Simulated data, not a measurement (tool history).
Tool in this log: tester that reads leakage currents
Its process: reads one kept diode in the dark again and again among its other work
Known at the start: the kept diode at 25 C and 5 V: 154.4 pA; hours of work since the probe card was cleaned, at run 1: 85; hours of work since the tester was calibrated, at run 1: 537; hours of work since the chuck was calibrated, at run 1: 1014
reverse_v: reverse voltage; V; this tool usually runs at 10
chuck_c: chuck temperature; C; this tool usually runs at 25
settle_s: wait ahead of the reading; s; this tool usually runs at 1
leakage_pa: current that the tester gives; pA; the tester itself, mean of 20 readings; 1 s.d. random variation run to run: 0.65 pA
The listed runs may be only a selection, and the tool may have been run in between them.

run   hour  reverse_v  chuck_c  settle_s  hours of work since the probe card was cleaned  hours of work since the tester was calibrated  hours of work since the chuck was calibrated  leakage_pa
  1      0         10       25         1                                              85                                            537                                          1014      236.46
  2   30.6         10       25         1                                             100                                            552                                          1029      237.95
  3   61.5         10       25         1                                             115                                            568                                          1044      238.17
  4   82.1        6.8       25         1                                             125                                            578                                          1054      198.91
  5   97.6        6.8       25         1                                             133                                            585                                          1062       198.9
  6  119.7         10       25         1                                             144                                            596                                          1073         238
  7    134        1.4       25         1                                             151                                            603                                          1080       95.13
  8  148.5         10       25         1                                             158                                            610                                          1087      237.47
  9  179.5         10       25         1                                             173                                            626                                          1102      238.57
     184.7  -- chuck's temperature calibrated
 10  213.8         10       26         1                                             189                                            642                                            14      267.04
 11  233.8         10       26         1                                             199                                            651                                            24      267.69
     249.3  -- chuck's temperature calibrated, once more
 12  262.6         10       53         1                                             212                                            665                                             7     2538.81
 13  279.7          1       25      9.68                                             220                                            673                                            15       72.96
 14  298.1        2.2       41      6.29                                             229                                            682                                            24      458.03
 15  325.9        2.2       41      6.29                                             243                                            696                                            38      459.34
 16  355.8        2.2       47      6.29                                             258                                            710                                            52      769.79
 17  377.8        1.6       47      6.29                                             269                                            721                                            63      665.37
 18  408.8        1.6       47      6.29                                             284                                            737                                            78      665.72
 19  438.1        4.8       52      6.33                                             298                                            751                                            93        1671
 20  472.3        9.5       28         1                                             315                                            768                                           110      283.92
 21  499.6        9.5       28         1                                             329                                            781                                           123      283.01

Alternative continuations, all from the tool just after run 21; predict every row:
  A   531        2.2       33      0.33                                             344                                            797                                           139           ?
  B   531        2.5       40         1                                             344                                            797                                           139           ?
  C   531          4       25      0.37                                             344                                            797                                           139           ?
  D   531        3.7       28         1                                             344                                            797                                           139           ?

run  leakage_pa
  A      228.51
  B      452.56
  C      144.19
  D      183.81
With no hidden state in the tool, these same runs would have given:
run  leakage_pa
  A      225.88
  B      448.01
  C      141.74
  D      181.09
